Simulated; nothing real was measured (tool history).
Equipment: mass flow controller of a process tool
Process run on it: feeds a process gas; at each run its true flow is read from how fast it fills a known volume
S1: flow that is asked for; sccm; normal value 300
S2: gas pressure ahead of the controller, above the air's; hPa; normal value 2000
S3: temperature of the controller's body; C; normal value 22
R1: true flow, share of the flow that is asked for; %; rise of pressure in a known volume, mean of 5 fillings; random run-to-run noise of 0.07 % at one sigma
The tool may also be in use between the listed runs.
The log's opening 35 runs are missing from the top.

run    hour   S1    S2  S3      R1
 36  4526.8  448  2160  22   99.46
 37  4605.4  448  2160  22   99.43
 38  4693.7  448  1820  22   99.38
 39  4781.4  256  1810  22   97.88
 40  4862.6  487  1440  30  100.30
 41  5011.3  493  1660  32  100.67
 42  5166.9  127  1660  21   95.93
 43  5279.6  127  1660  21   96.02
 44  5431.7  158  1780  33   97.96
 45  5598.3  158  1780  33   97.93
 46  5755.3  158  2410  29   97.61
 47  5910.4  300  2080  31   99.31

4 ways to go on from here, each from the tool as it stands after run 47. What would each give?
  A  6042.3  171  2000  38   ?
  B  6042.3  300  2070  25   ?
  C  6042.3  166  2000  31   ?
  D  6042.3   63  2270  30   ?

run     R1
  A  98.58
  B  98.63
  C  97.91
  D  94.73
Take away the tool's hidden state, keep each run's random variation, and the runs would have read:
run     R1
  A  99.44
  B  98.86
  C  98.82
  D  98.11

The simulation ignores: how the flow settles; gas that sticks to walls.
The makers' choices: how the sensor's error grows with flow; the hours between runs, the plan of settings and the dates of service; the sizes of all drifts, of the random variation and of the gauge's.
